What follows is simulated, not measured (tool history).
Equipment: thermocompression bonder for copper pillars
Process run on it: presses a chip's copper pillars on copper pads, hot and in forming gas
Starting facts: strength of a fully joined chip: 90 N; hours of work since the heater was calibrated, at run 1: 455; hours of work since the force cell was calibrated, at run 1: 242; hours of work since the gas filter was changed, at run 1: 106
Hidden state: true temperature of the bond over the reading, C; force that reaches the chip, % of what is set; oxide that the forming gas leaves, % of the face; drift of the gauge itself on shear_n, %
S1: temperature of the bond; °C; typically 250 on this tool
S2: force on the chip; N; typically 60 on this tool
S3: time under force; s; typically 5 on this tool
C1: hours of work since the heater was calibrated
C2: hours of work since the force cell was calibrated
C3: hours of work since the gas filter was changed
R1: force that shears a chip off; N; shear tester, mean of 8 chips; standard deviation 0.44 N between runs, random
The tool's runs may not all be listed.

run 1 hour=0 | S1=250 S2=60 S3=5 | C1=455 C2=242 C3=106 | R1=46.1
run 2 hour=13.6 | S1=250 S2=70 S3=5 | C1=462 C2=250 C3=114 | R1=48.7
run 3 hour=20.4 | S1=250 S2=70 S3=5 | C1=466 C2=253 C3=118 | R1=48.8
run 4 hour=26.2 | S1=250 S2=70 S3=5 | C1=469 C2=257 C3=121 | R1=48.4
run 5 hour=39 | S1=250 S2=70 S3=5 | C1=477 C2=264 C3=128 | R1=48.1
run 6 hour=46.8 | S1=254 S2=70 S3=5 | C1=481 C2=268 C3=133 | R1=49.8
run 7 hour=60.6 | S1=254 S2=70 S3=5 | C1=489 C2=276 C3=141 | R1=49.7
run 8 hour=71.2 | S1=254 S2=70 S3=5 | C1=495 C2=282 C3=147 | R1=50
run 9 hour=84.5 | S1=260 S2=70 S3=5 | C1=502 C2=290 C3=154 | R1=51
-- hour=92.5 forming gas filter changed
run 10 hour=95.7 | S1=260 S2=70 S3=5 | C1=508 C2=296 C3=2 | R1=57.3
run 11 hour=106.7 | S1=250 S2=60 S3=5 | C1=514 C2=302 C3=8 | R1=48.9
run 12 hour=115 | S1=250 S2=60 S3=5 | C1=519 C2=307 C3=13 | R1=48.5
run 13 hour=123.9 | S1=250 S2=60 S3=7 | C1=524 C2=311 C3=18 | R1=53.7
run 14 hour=136.7 | S1=250 S2=60 S3=7 | C1=531 C2=319 C3=25 | R1=54.4
run 15 hour=146 | S1=250 S2=60 S3=7 | C1=537 C2=324 C3=30 | R1=53.6
run 16 hour=158.6 | S1=250 S2=60 S3=7 | C1=544 C2=331 C3=37 | R1=53.9
run 17 hour=168 | S1=250 S2=60 S3=7 | C1=549 C2=336 C3=43 | R1=52.8
run 18 hour=180.2 | S1=250 S2=60 S3=5 | C1=556 C2=343 C3=49 | R1=47.5
run 19 hour=188.3 | S1=250 S2=60 S3=5 | C1=560 C2=348 C3=54 | R1=47.8
run 20 hour=199.3 | S1=250 S2=60 S3=5 | C1=567 C2=354 C3=60 | R1=48.3
run 21 hour=210.8 | S1=264 S2=69 S3=5 | C1=573 C2=361 C3=67 | R1=55.9
run 22 hour=222 | S1=270 S2=60 S3=5 | C1=579 C2=367 C3=73 | R1=56.4
run 23 hour=229.1 | S1=270 S2=84 S3=7 | C1=583 C2=371 C3=77 | R1=67
run 24 hour=238.1 | S1=279 S2=74 S3=3 | C1=589 C2=376 C3=82 | R1=55.3

Predict the results of run 25:
run 25 hour=246.8 | S1=267 S2=46 S3=5 | C1=593 C2=381 C3=87 | R1=?

{"run 25": {"R1": 49.7}}
Minus the tool's unlogged condition, the same run would have read R1 52.4 N.

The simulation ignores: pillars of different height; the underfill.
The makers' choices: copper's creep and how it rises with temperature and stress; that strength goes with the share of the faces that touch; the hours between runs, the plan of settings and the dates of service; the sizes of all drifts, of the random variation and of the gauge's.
